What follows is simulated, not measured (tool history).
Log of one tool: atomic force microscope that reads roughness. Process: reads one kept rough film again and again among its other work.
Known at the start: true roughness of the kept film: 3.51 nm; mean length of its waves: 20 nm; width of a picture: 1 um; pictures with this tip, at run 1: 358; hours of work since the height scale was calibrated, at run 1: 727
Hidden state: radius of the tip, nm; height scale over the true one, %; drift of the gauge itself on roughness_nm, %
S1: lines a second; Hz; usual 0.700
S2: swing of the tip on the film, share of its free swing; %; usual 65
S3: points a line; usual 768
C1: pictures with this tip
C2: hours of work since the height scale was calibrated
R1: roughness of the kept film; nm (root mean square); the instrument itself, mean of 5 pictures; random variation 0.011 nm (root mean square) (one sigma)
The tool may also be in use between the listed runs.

Run 1, hour 0.0: usual settings; C1 358; C2 727. Result: R1 1.420 nm (root mean square).
At hour 12.8: new tip fitted.
Run 2, hour 30.5: usual settings; C1 35; C2 745. Result: R1 2.396 nm (root mean square).
Run 3, hour 54.6: usual settings; C1 83; C2 759. Result: R1 2.152 nm (root mean square).
Run 4, hour 69.7: usual settings; C1 113; C2 768. Result: R1 2.050 nm (root mean square).
Run 5, hour 92.6: usual settings; C1 159; C2 782. Result: R1 1.883 nm (root mean square).
Run 6, hour 111.7: usual settings; C1 197; C2 793. Result: R1 1.768 nm (root mean square).
Run 7, hour 130.8: usual settings; C1 234; C2 804. Result: R1 1.670 nm (root mean square).
Run 8, hour 152.2: usual settings; C1 277; C2 817. Result: R1 1.590 nm (root mean square).
Run 9, hour 181.4: usual settings; C1 335; C2 835. Result: R1 1.469 nm (root mean square).
At hour 207.1: new tip fitted.
Run 10, hour 208.0: usual settings; C1 2; C2 850. Result: R1 2.539 nm (root mean square).
Run 11, hour 227.6: usual settings but S1 3.651 Hz, S3 269; C1 41; C2 862. Result: R1 2.070 nm (root mean square).
Run 12, hour 241.3: usual settings but S1 0.840 Hz, S2 83 %, S3 900; C1 68; C2 870. Result: R1 2.101 nm (root mean square).
Run 13, hour 258.4: usual settings but S1 2.671 Hz, S2 72 %, S3 374; C1 102; C2 880. Result: R1 1.849 nm (root mean square).
At hour 261.8: height scale calibrated on a step standard.
Run 14, hour 283.1: usual settings but S1 2.671 Hz, S2 72 %, S3 374; C1 149; C2 13. Result: R1 1.714 nm (root mean square).
Run 15, hour 301.5: usual settings but S1 1.210 Hz, S2 77 %, S3 547; C1 186; C2 24. Result: R1 1.699 nm (root mean square).
Run 16, hour 316.8: usual settings but S1 3.036 Hz, S2 55 %, S3 662; C1 216; C2 33. Result: R1 1.666 nm (root mean square).
Run 17, hour 347.1: usual settings but S3 465; C1 276; C2 51. Result: R1 1.554 nm (root mean square).
Run 18, hour 370.1: usual settings but S1 3.367 Hz; C1 322; C2 64. Result: R1 1.346 nm (root mean square).
Run 19, hour 397.7: usual settings but S1 2.218 Hz, S2 64 %; C1 377; C2 81. Result: R1 1.307 nm (root mean square).
At hour 401.2: new tip fitted.
At hour 423.2: height scale calibrated on a step standard, once more.
Run 20, hour 427.1: usual settings but S3 567; C1 50; C2 2. Result: R1 2.211 nm (root mean square).

4 ways to go on from here, each from the tool as it stands after run 20. What would each give?
Run A, hour 458.2: usual settings but S1 3.692 Hz, S2 79 %, S3 410; C1 112; C2 21. Result: R1 ?.
Run B, hour 458.2: usual settings but S3 285; C1 112; C2 21. Result: R1 ?.
Run C, hour 458.2: usual settings but S1 0.635 Hz, S3 883; C1 112; C2 21. Result: R1 ?.
Run D, hour 458.2: usual settings but S1 2.225 Hz, S2 57 %, S3 567; C1 112; C2 21. Result: R1 ?.

run     R1
  A  1.579
  B  1.916
  C  1.976
  D  1.929
Without the tool's hidden state the same runs would have given:
run     R1
  A  2.041
  B  2.478
  C  2.555
  D  2.493
